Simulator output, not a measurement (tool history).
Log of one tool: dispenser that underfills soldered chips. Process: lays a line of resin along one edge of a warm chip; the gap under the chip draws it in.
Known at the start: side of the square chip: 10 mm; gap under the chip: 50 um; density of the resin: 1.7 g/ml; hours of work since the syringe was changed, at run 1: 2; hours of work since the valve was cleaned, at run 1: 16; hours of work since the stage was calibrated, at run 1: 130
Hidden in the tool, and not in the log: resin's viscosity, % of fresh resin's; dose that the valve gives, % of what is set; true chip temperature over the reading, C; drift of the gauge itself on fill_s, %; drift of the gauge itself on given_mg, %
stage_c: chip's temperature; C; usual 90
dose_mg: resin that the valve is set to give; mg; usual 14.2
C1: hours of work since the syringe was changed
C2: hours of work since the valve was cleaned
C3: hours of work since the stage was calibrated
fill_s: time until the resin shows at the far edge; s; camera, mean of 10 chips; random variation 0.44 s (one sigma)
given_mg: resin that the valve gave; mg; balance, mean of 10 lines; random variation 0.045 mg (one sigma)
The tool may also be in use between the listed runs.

run 1 hour=0.0 | stage_c=90 dose_mg=14.2 | C1=2 C2=16 C3=130 | fill_s=35.7 given_mg=14.03
run 2 hour=8.1 | stage_c=90 dose_mg=14.2 | C1=7 C2=22 C3=135 | fill_s=50.1 given_mg=13.96
-- hour=8.9 new syringe of resin
run 3 hour=17.8 | stage_c=90 dose_mg=14.7 | C1=6 C2=28 C3=141 | fill_s=45.9 given_mg=14.43
-- hour=20.8 new syringe of resin
run 4 hour=24.2 | stage_c=90 dose_mg=14.7 | C1=2 C2=32 C3=145 | fill_s=36.3 given_mg=14.28
-- hour=32.6 new syringe of resin
run 5 hour=32.9 | stage_c=90 dose_mg=14.7 | C1=0 C2=38 C3=151 | fill_s=33.2 given_mg=14.34
run 6 hour=37.5 | stage_c=90 dose_mg=14.7 | C1=3 C2=41 C3=154 | fill_s=39.1 given_mg=14.26
-- hour=40.7 dispensing valve cleaned and set on the balance
-- hour=45.2 new syringe of resin
run 7 hour=48.2 | stage_c=90 dose_mg=14.7 | C1=2 C2=5 C3=160 | fill_s=36.3 given_mg=14.57
-- hour=56.9 new syringe of resin
run 8 hour=57.7 | stage_c=90 dose_mg=14.7 | C1=0 C2=11 C3=167 | fill_s=32.1 given_mg=14.59
run 9 hour=63.6 | stage_c=90 dose_mg=16.3 | C1=4 C2=15 C3=170 | fill_s=41.0 given_mg=16.15
-- hour=68.6 new syringe of resin
run 10 hour=72.4 | stage_c=90 dose_mg=17.6 | C1=3 C2=21 C3=176 | fill_s=37.3 given_mg=17.27
-- hour=80.6 new syringe of resin
run 11 hour=80.9 | stage_c=90 dose_mg=17.6 | C1=0 C2=26 C3=182 | fill_s=33.0 given_mg=17.28
run 12 hour=87.9 | stage_c=90 dose_mg=17.6 | C1=5 C2=31 C3=186 | fill_s=42.9 given_mg=17.21
-- hour=92.0 new syringe of resin
run 13 hour=92.1 | stage_c=90 dose_mg=14.1 | C1=0 C2=33 C3=189 | fill_s=32.8 given_mg=13.76
run 14 hour=98.5 | stage_c=92 dose_mg=15.2 | C1=4 C2=38 C3=193 | fill_s=38.3 given_mg=14.85
-- hour=103.4 new syringe of resin
run 15 hour=105.2 | stage_c=103 dose_mg=15.2 | C1=1 C2=42 C3=197 | fill_s=19.7 given_mg=14.83
-- hour=106.9 dispensing valve cleaned and set on the balance
run 16 hour=112.2 | stage_c=79 dose_mg=12.2 | C1=5 C2=4 C3=201 | fill_s=77.0 given_mg=12.14
-- hour=116.4 new syringe of resin
run 17 hour=118.5 | stage_c=79 dose_mg=12.2 | C1=1 C2=8 C3=205 | fill_s=59.5 given_mg=12.10
run 18 hour=123.8 | stage_c=87 dose_mg=14.1 | C1=5 C2=11 C3=209 | fill_s=49.9 given_mg=13.98
-- hour=128.0 new syringe of resin
run 19 hour=129.6 | stage_c=85 dose_mg=12.9 | C1=1 C2=15 C3=213 | fill_s=44.6 given_mg=12.70
run 20 hour=136.6 | stage_c=94 dose_mg=17.3 | C1=6 C2=19 C3=217 | fill_s=37.7 given_mg=16.99
-- hour=139.7 new syringe of resin
run 21 hour=144.8 | stage_c=90 dose_mg=12.4 | C1=3 C2=25 C3=223 | fill_s=40.9 given_mg=12.17

4 ways to go on from here, each from the tool as it stands after run 21. What would each give?
-- hour=151.4 new syringe of resin
run A hour=151.5 | stage_c=82 dose_mg=14.1 | C1=0 C2=29 C3=227 | fill_s=? given_mg=?
-- hour=151.4 new syringe of resin
run B hour=151.5 | stage_c=88 dose_mg=17.8 | C1=0 C2=29 C3=227 | fill_s=? given_mg=?
-- hour=151.4 new syringe of resin
run C hour=151.5 | stage_c=77 dose_mg=13.0 | C1=0 C2=29 C3=227 | fill_s=? given_mg=?
-- hour=151.4 new syringe of resin
run D hour=151.5 | stage_c=84 dose_mg=15.6 | C1=0 C2=29 C3=227 | fill_s=? given_mg=?

run=A fill_s=47.2 given_mg=13.74
run=B fill_s=34.4 given_mg=17.45
run=C fill_s=60.3 given_mg=12.69
run=D fill_s=42.7 given_mg=15.20
Without the tool's hidden state the same runs would have given:
run=A fill_s=46.2 given_mg=14.07
run=B fill_s=33.8 given_mg=17.87
run=C fill_s=58.9 given_mg=13.00
run=D fill_s=41.8 given_mg=15.57
